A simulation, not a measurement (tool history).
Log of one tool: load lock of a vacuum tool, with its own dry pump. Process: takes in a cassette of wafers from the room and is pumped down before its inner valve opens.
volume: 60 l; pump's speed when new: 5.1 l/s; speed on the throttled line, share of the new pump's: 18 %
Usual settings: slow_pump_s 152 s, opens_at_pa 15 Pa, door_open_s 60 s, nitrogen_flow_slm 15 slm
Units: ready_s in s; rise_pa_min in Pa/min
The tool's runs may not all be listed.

run,hour,slow_pump_s,opens_at_pa,door_open_s,nitrogen_flow_slm,"incoming humidity of the room's air, %",ready_s,rise_pa_min
1,0.0,152,15,60,15,43.2,230.5,0.089
2,96.7,152,15,60,8,45.1,230.5,0.105
3,212.6,152,15,60,8,45.3,231.5,0.109
4,335.0,152,15,60,8,46.2,231.7,0.111
5,398.0,152,15,60,8,44.1,232.1,0.114
6,467.8,152,15,60,15,42.4,230.9,0.113
7,570.0,278,15,60,15,45.4,333.7,0.107
8,666.1,278,15,60,15,45.7,334.2,0.120
9,757.7,152,15,60,23,44.0,231.4,0.122
10,858.5,152,15,60,15,45.0,231.4,0.125
11,989.8,152,15,60,15,45.4,231.1,0.136
12,1120.6,152,15,60,23,39.5,231.3,0.129
13,1194.6,152,14,60,23,44.0,232.7,0.136
14,1249.6,152,15,29,15,42.4,232.2,0.134
15,1328.4,152,12,60,15,43.6,235.0,0.144
16,1436.9,152,15,60,15,45.8,230.8,0.160
17,1525.4,152,15,60,15,45.7,232.1,0.161
18,1637.6,152,15,122,15,46.3,231.6,0.176
19,1737.1,152,29,122,15,42.7,224.5,0.174
20,1867.0,152,15,227,17,47.7,232.5,0.192
21,1988.2,152,15,227,17,45.8,231.7,0.201
22,2098.5,166,13,105,15,44.4,245.2,0.189
23,2201.0,166,13,105,15,44.6,244.8,0.196
24,2313.5,89,13,105,28,45.0,183.7,0.195
25,2411.1,89,13,105,28,47.0,183.4,0.199
26,2487.9,89,13,26,5,42.4,183.2,0.197
27,2575.2,89,13,26,5,45.2,181.9,0.204
28,2705.7,155,19,140,20,47.3,232.1,0.226
29,2774.5,155,19,140,20,44.5,230.6,0.232
30,2888.3,155,19,140,20,43.6,232.3,0.227
31,2965.8,152,12,71,15,46.9,236.1,0.235
32,3085.5,152,12,38,15,49.0,234.7,0.230
33,3172.5,193,15,49,15,43.7,266.4,0.236
34,3256.5,152,23,60,15,46.9,227.3,0.247
35,3385.9,152,25,60,42,47.3,225.7,0.243
36,3498.8,152,25,60,42,46.1,226.6,0.250
37,3615.5,152,25,60,42,43.2,226.3,0.265

Forecast each of these 3 alternatives for the next run:
A,3701.7,152,15,35,12,46.6,?,?
B,3701.7,152,18,84,44,48.5,?,?
C,3701.7,297,15,69,17,46.4,?,?

run,ready_s,rise_pa_min
A,232.4,0.265
B,230.2,0.271
C,349.1,0.275
Without the tool's hidden state the same runs would have given:
run,ready_s,rise_pa_min
A,228.0,0.020
B,225.9,0.027
C,346.2,0.032
